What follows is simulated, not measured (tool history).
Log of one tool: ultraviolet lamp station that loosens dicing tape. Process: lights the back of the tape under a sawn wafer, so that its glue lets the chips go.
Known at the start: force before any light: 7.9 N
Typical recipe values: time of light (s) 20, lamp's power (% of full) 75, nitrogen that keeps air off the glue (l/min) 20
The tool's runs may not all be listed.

run,hour,time of light (s),lamp's power (% of full),nitrogen that keeps air off the glue (l/min),force that peels the tape off (N),light that reached the tape (mJ/cm²)
1,0.0,20,75,20,1.162,393
2,55.5,20,75,20,1.255,378
# hour 81.7: window cleaned of glue's vapour
3,134.2,20,75,20,1.053,416
4,203.2,20,75,28,0.992,404
5,247.0,20,75,11,1.512,387
6,316.9,20,68,20,1.479,335
7,391.6,20,68,20,1.661,326
# hour 413.3: window cleaned of glue's vapour
8,450.2,20,68,20,1.426,360
9,524.7,20,68,20,1.461,346
10,587.2,20,61,20,1.785,303
11,644.0,20,61,20,1.975,288
12,689.7,22,61,20,1.773,308
13,722.2,20,82,20,1.288,371
# hour 748.3: window cleaned of glue's vapour
14,762.6,20,75,17,1.365,372
15,816.1,20,75,17,1.451,369
16,868.9,20,75,17,1.479,352
17,924.0,20,75,20,1.495,343
18,987.3,20,75,20,1.634,328
19,1042.4,20,75,20,1.676,318
# hour 1080.3: window cleaned of glue's vapour
20,1089.1,20,75,20,1.422,355
21,1157.4,20,76,20,1.476,345
22,1227.9,12,75,21,2.948,198
23,1282.5,16,75,20,2.336,254
24,1353.3,36,75,6,1.042,540
25,1386.9,21,78,11,1.958,320
# hour 1412.1: window cleaned of glue's vapour
26,1425.8,15,78,11,2.635,260
27,1472.4,15,62,22,2.884,194
28,1526.8,15,62,22,2.991,194
# hour 1570.2: lamp changed
29,1582.9,20,78,20,0.997,434
30,1654.7,20,78,20,1.055,421
31,1706.1,20,78,20,1.062,405
# hour 1749.0: window cleaned of glue's vapour
32,1754.4,20,78,20,0.905,460
33,1798.1,19,67,8,1.896,363
34,1867.5,15,85,9,1.867,351
35,1899.1,15,85,23,1.449,347
36,1947.3,15,85,23,1.510,331
37,2005.0,36,81,10,0.401,738
38,2051.8,36,96,10,0.278,846
# hour 2084.4: window cleaned of glue's vapour
39,2107.0,36,68,25,0.333,676
40,2151.4,36,67,15,0.457,643
41,2230.0,36,67,15,0.507,621

Difference, measured minus no-hidden-state, one row per run. Run-to-run variation is common to both terms; the gauge's own scatter need not be:
Hidden state at play: lamp's light, % of a new lamp's; light that the window lets through, % of a clean one's; drift of the gauge itself on peel_n, %; drift of the gauge itself on dose_mj_cm2, %.
run,force that peels the tape off (N),light that reached the tape (mJ/cm²)
1,+0.328,-73
2,+0.404,-85
3,+0.202,-46
4,+0.256,-63
5,+0.395,-73
6,+0.459,-81
7,+0.604,-96
8,+0.341,-59
9,+0.425,-76
10,+0.548,-79
11,+0.675,-90
12,+0.693,-106
13,+0.600,-137
14,+0.429,-84
15,+0.511,-97
16,+0.574,-109
17,+0.638,-120
18,+0.751,-133
19,+0.819,-146
20,+0.546,-106
21,+0.638,-122
22,+0.957,-81
23,+0.990,-117
24,+0.638,-286
25,+1.038,-184
26,+0.919,-102
27,+1.001,-87
28,+1.105,-95
29,+0.170,-41
30,+0.244,-59
31,+0.299,-73
32,+0.090,-23
33,+0.195,-28
34,+0.292,-43
35,+0.300,-49
36,+0.366,-58
37,+0.159,-159
38,+0.119,-214
39,+0.085,-83
40,+0.138,-98
41,+0.191,-127
